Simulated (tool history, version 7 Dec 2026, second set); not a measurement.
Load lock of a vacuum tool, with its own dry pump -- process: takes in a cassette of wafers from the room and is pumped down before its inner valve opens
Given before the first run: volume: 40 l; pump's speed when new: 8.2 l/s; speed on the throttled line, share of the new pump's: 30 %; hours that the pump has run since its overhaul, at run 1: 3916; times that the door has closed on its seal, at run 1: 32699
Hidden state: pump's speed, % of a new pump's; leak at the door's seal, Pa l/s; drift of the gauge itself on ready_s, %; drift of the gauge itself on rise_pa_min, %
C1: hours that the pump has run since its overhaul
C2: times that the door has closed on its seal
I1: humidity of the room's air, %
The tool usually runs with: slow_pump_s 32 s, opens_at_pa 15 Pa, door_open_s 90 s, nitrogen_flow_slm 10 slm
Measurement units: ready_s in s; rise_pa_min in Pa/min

{"run": 1, "day": 0.0, "slow_pump_s": 32, "opens_at_pa": 15, "door_open_s": 90, "nitrogen_flow_slm": 10, "C1": 3916, "C2": 32699, "I1": 45.0, "ready_s": 66.9, "rise_pa_min": 0.097}
{"run": 2, "day": 9.342, "slow_pump_s": 32, "opens_at_pa": 15, "door_open_s": 90, "nitrogen_flow_slm": 10, "C1": 4140, "C2": 33801, "I1": 42.5, "ready_s": 67.2, "rise_pa_min": 0.107}
{"run": 3, "day": 21.683, "slow_pump_s": 32, "opens_at_pa": 15, "door_open_s": 90, "nitrogen_flow_slm": 10, "C1": 4436, "C2": 35257, "I1": 46.2, "ready_s": 65.8, "rise_pa_min": 0.104}
{"run": 4, "day": 29.471, "slow_pump_s": 32, "opens_at_pa": 15, "door_open_s": 90, "nitrogen_flow_slm": 10, "C1": 4623, "C2": 36175, "I1": 42.4, "ready_s": 66.6, "rise_pa_min": 0.102}
{"run": 5, "day": 38.879, "slow_pump_s": 32, "opens_at_pa": 15, "door_open_s": 90, "nitrogen_flow_slm": 10, "C1": 4849, "C2": 37285, "I1": 41.2, "ready_s": 66.5, "rise_pa_min": 0.107}
{"run": 6, "day": 52.817, "slow_pump_s": 32, "opens_at_pa": 15, "door_open_s": 90, "nitrogen_flow_slm": 10, "C1": 5183, "C2": 38929, "I1": 44.8, "ready_s": 67.1, "rise_pa_min": 0.113}
{"run": 7, "day": 62.762, "slow_pump_s": 32, "opens_at_pa": 15, "door_open_s": 90, "nitrogen_flow_slm": 10, "C1": 5422, "C2": 40102, "I1": 42.8, "ready_s": 67.0, "rise_pa_min": 0.112}
{"run": 8, "day": 73.142, "slow_pump_s": 32, "opens_at_pa": 15, "door_open_s": 90, "nitrogen_flow_slm": 10, "C1": 5671, "C2": 41327, "I1": 42.6, "ready_s": 67.8, "rise_pa_min": 0.114}
{"run": 9, "day": 79.008, "slow_pump_s": 50, "opens_at_pa": 15, "door_open_s": 90, "nitrogen_flow_slm": 10, "C1": 5812, "C2": 42018, "I1": 46.5, "ready_s": 77.9, "rise_pa_min": 0.12}
{"run": 10, "day": 90.158, "slow_pump_s": 32, "opens_at_pa": 15, "door_open_s": 90, "nitrogen_flow_slm": 10, "C1": 6080, "C2": 43333, "I1": 44.7, "ready_s": 68.1, "rise_pa_min": 0.124}
{"run": 11, "day": 101.929, "slow_pump_s": 32, "opens_at_pa": 15, "door_open_s": 90, "nitrogen_flow_slm": 10, "C1": 6362, "C2": 44722, "I1": 44.5, "ready_s": 67.6, "rise_pa_min": 0.118}
{"run": 12, "day": 108.208, "slow_pump_s": 32, "opens_at_pa": 15, "door_open_s": 90, "nitrogen_flow_slm": 10, "C1": 6513, "C2": 45462, "I1": 42.9, "ready_s": 67.0, "rise_pa_min": 0.125}
{"run": 13, "day": 121.108, "slow_pump_s": 32, "opens_at_pa": 15, "door_open_s": 78, "nitrogen_flow_slm": 10, "C1": 6822, "C2": 46984, "I1": 44.4, "ready_s": 67.8, "rise_pa_min": 0.127}
{"run": 14, "day": 127.9, "slow_pump_s": 32, "opens_at_pa": 15, "door_open_s": 42, "nitrogen_flow_slm": 23, "C1": 6985, "C2": 47785, "I1": 41.9, "ready_s": 67.9, "rise_pa_min": 0.118}
{"run": 15, "day": 139.779, "slow_pump_s": 19, "opens_at_pa": 22, "door_open_s": 90, "nitrogen_flow_slm": 7, "C1": 7271, "C2": 49186, "I1": 45.3, "ready_s": 55.6, "rise_pa_min": 0.148}
{"run": 16, "day": 145.725, "slow_pump_s": 32, "opens_at_pa": 15, "door_open_s": 34, "nitrogen_flow_slm": 28, "C1": 7413, "C2": 49887, "I1": 46.2, "ready_s": 68.6, "rise_pa_min": 0.113}
{"run": 17, "day": 153.912, "slow_pump_s": 32, "opens_at_pa": 15, "door_open_s": 34, "nitrogen_flow_slm": 28, "C1": 7610, "C2": 50853, "I1": 49.0, "ready_s": 68.6, "rise_pa_min": 0.123}
{"run": 18, "day": 166.867, "slow_pump_s": 32, "opens_at_pa": 15, "door_open_s": 34, "nitrogen_flow_slm": 28, "C1": 7921, "C2": 52381, "I1": 42.3, "ready_s": 67.7, "rise_pa_min": 0.119}
{"run": 19, "day": 177.1, "slow_pump_s": 60, "opens_at_pa": 23, "door_open_s": 90, "nitrogen_flow_slm": 12, "C1": 8166, "C2": 53588, "I1": 44.8, "ready_s": 85.4, "rise_pa_min": 0.151}
{"run": 20, "day": 187.967, "slow_pump_s": 24, "opens_at_pa": 15, "door_open_s": 90, "nitrogen_flow_slm": 10, "C1": 8427, "C2": 54870, "I1": 42.8, "ready_s": 63.3, "rise_pa_min": 0.151}
{"run": 21, "day": 195.796, "slow_pump_s": 24, "opens_at_pa": 27, "door_open_s": 90, "nitrogen_flow_slm": 31, "C1": 8615, "C2": 55793, "I1": 47.1, "ready_s": 60.3, "rise_pa_min": 0.144}
{"run": 22, "day": 208.275, "slow_pump_s": 24, "opens_at_pa": 16, "door_open_s": 90, "nitrogen_flow_slm": 22, "C1": 8914, "C2": 57265, "I1": 45.8, "ready_s": 63.6, "rise_pa_min": 0.15}
{"run": 23, "day": 217.95, "slow_pump_s": 42, "opens_at_pa": 25, "door_open_s": 38, "nitrogen_flow_slm": 5, "C1": 9147, "C2": 58406, "I1": 45.3, "ready_s": 72.2, "rise_pa_min": 0.159}
{"run": 24, "day": 227.088, "slow_pump_s": 42, "opens_at_pa": 25, "door_open_s": 38, "nitrogen_flow_slm": 5, "C1": 9366, "C2": 59484, "I1": 46.1, "ready_s": 72.3, "rise_pa_min": 0.159}
{"run": 25, "day": 233.717, "slow_pump_s": 43, "opens_at_pa": 25, "door_open_s": 38, "nitrogen_flow_slm": 5, "C1": 9525, "C2": 60266, "I1": 48.3, "ready_s": 73.0, "rise_pa_min": 0.167}

Run 26, settings as shown, results not yet in. Your forecast:
{"run": 26, "day": 246.104, "slow_pump_s": 43, "opens_at_pa": 25, "door_open_s": 38, "nitrogen_flow_slm": 5, "C1": 9822, "C2": 61727, "I1": 48.3, "ready_s": "?", "rise_pa_min": "?"}

Run 26 gave ready_s 73.3 s, rise_pa_min 0.172 Pa/min.
On a tool with no hidden condition, and with the same random variation, this run would have come out at ready_s 70.8 s, rise_pa_min 0.048 Pa/min.
